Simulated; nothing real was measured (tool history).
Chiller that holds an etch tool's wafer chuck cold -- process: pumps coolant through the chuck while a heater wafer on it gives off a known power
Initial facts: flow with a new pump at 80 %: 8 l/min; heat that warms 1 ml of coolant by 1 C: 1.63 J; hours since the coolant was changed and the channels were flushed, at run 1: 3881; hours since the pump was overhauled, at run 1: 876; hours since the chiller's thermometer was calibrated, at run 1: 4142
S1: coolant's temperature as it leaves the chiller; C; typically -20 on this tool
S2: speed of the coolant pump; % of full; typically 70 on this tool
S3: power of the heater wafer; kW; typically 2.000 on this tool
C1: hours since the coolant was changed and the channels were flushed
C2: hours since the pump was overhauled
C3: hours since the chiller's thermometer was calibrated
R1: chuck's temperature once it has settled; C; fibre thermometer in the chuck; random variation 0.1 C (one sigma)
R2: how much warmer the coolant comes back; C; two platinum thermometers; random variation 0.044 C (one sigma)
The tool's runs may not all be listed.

run 1 hour=0.0 | S1=-20 S2=70 S3=2.000 | C1=3881 C2=876 C3=4142 | R1=1.8 R2=10.70
run 2 hour=17.9 | S1=-20 S2=70 S3=2.000 | C1=3899 C2=894 C3=4160 | R1=1.7 R2=10.78
run 3 hour=39.4 | S1=-20 S2=70 S3=2.000 | C1=3920 C2=915 C3=4182 | R1=1.9 R2=10.80
run 4 hour=63.1 | S1=-20 S2=70 S3=2.000 | C1=3944 C2=939 C3=4205 | R1=1.6 R2=10.69
run 5 hour=88.9 | S1=-20 S2=70 S3=2.000 | C1=3970 C2=965 C3=4231 | R1=1.7 R2=10.71
run 6 hour=117.3 | S1=-20 S2=70 S3=2.000 | C1=3998 C2=993 C3=4259 | R1=1.7 R2=10.79
run 7 hour=148.4 | S1=-20 S2=70 S3=2.000 | C1=4030 C2=1024 C3=4291 | R1=1.9 R2=10.71
run 8 hour=161.4 | S1=-20 S2=70 S3=1.729 | C1=4042 C2=1037 C3=4303 | R1=-1.1 R2=9.32
run 9 hour=181.9 | S1=-20 S2=70 S3=1.729 | C1=4063 C2=1058 C3=4324 | R1=-1.2 R2=9.23
run 10 hour=208.6 | S1=-20 S2=70 S3=1.729 | C1=4090 C2=1084 C3=4351 | R1=-1.2 R2=9.25
run 11 hour=225.3 | S1=-20 S2=70 S3=1.729 | C1=4106 C2=1101 C3=4367 | R1=-1.3 R2=9.28
run 12 hour=254.5 | S1=-20 S2=70 S3=1.729 | C1=4136 C2=1130 C3=4397 | R1=-1.1 R2=9.28
run 13 hour=269.9 | S1=-20 S2=70 S3=1.729 | C1=4151 C2=1146 C3=4412 | R1=-1.2 R2=9.31
-- hour=272.4 chiller's thermometer calibrated
run 14 hour=299.5 | S1=-20 S2=70 S3=1.729 | C1=4180 C2=1174 C3=27 | R1=-1.3 R2=9.29
run 15 hour=327.3 | S1=-20 S2=70 S3=1.729 | C1=4207 C2=1202 C3=55 | R1=-1.4 R2=9.31
run 16 hour=356.1 | S1=-20 S2=66 S3=1.729 | C1=4236 C2=1231 C3=84 | R1=-0.5 R2=9.86
run 17 hour=373.6 | S1=-16 S2=81 S3=2.000 | C1=4254 C2=1248 C3=101 | R1=3.9 R2=9.34
run 18 hour=395.0 | S1=-16 S2=81 S3=2.000 | C1=4275 C2=1270 C3=123 | R1=3.7 R2=9.23
run 19 hour=419.7 | S1=-16 S2=81 S3=2.000 | C1=4300 C2=1294 C3=147 | R1=3.8 R2=9.28
run 20 hour=437.9 | S1=-16 S2=81 S3=2.000 | C1=4318 C2=1313 C3=165 | R1=3.7 R2=9.34
-- hour=452.2 chiller's thermometer calibrated, once more
run 21 hour=458.4 | S1=-20 S2=96 S3=2.000 | C1=4337 C2=1332 C3=6 | R1=-2.0 R2=7.89
run 22 hour=479.6 | S1=-27 S2=70 S3=1.132 | C1=4359 C2=1353 C3=27 | R1=-14.7 R2=6.11
run 23 hour=504.2 | S1=-27 S2=70 S3=1.132 | C1=4383 C2=1378 C3=52 | R1=-14.6 R2=6.12
run 24 hour=522.9 | S1=-27 S2=70 S3=1.132 | C1=4402 C2=1397 C3=71 | R1=-14.5 R2=6.13
run 25 hour=550.2 | S1=-18 S2=85 S3=2.086 | C1=4429 C2=1424 C3=98 | R1=2.4 R2=9.17
run 26 hour=576.3 | S1=-11 S2=89 S3=2.822 | C1=4455 C2=1450 C3=124 | R1=15.8 R2=11.95
run 27 hour=593.6 | S1=-11 S2=75 S3=2.039 | C1=4473 C2=1467 C3=141 | R1=10.4 R2=10.25
run 28 hour=620.4 | S1=-12 S2=68 S3=1.116 | C1=4500 C2=1494 C3=168 | R1=0.5 R2=6.20
run 29 hour=637.6 | S1=-20 S2=77 S3=2.524 | C1=4517 C2=1511 C3=185 | R1=6.2 R2=12.36
run 30 hour=666.5 | S1=-22 S2=79 S3=1.060 | C1=4546 C2=1540 C3=214 | R1=-11.2 R2=5.06
run 31 hour=686.9 | S1=-22 S2=79 S3=1.060 | C1=4566 C2=1561 C3=235 | R1=-11.1 R2=5.10
run 32 hour=709.9 | S1=-22 S2=79 S3=1.060 | C1=4589 C2=1584 C3=258 | R1=-11.3 R2=5.10

Each row is a separate what-if for the run after 32, all from the same tool condition, not one after another. Results?
run A hour=739.9 | S1=-20 S2=76 S3=1.212 | C1=4619 C2=1614 C3=288 | R1=? R2=?
run B hour=739.9 | S1=-15 S2=79 S3=1.972 | C1=4619 C2=1614 C3=288 | R1=? R2=?
run C hour=739.9 | S1=-24 S2=79 S3=1.060 | C1=4619 C2=1614 C3=288 | R1=? R2=?
run D hour=739.9 | S1=-20 S2=79 S3=1.060 | C1=4619 C2=1614 C3=288 | R1=? R2=?

run=A R1=-7.3 R2=6.04
run=B R1=5.1 R2=9.34
run=C R1=-13.2 R2=5.10
run=D R1=-9.3 R2=5.12
Stripped of hidden state, with their random variation kept, the same runs would have yielded:
run=A R1=-8.2 R2=5.88
run=B R1=3.6 R2=9.10
run=C R1=-14.0 R2=4.97
run=D R1=-10.1 R2=4.98

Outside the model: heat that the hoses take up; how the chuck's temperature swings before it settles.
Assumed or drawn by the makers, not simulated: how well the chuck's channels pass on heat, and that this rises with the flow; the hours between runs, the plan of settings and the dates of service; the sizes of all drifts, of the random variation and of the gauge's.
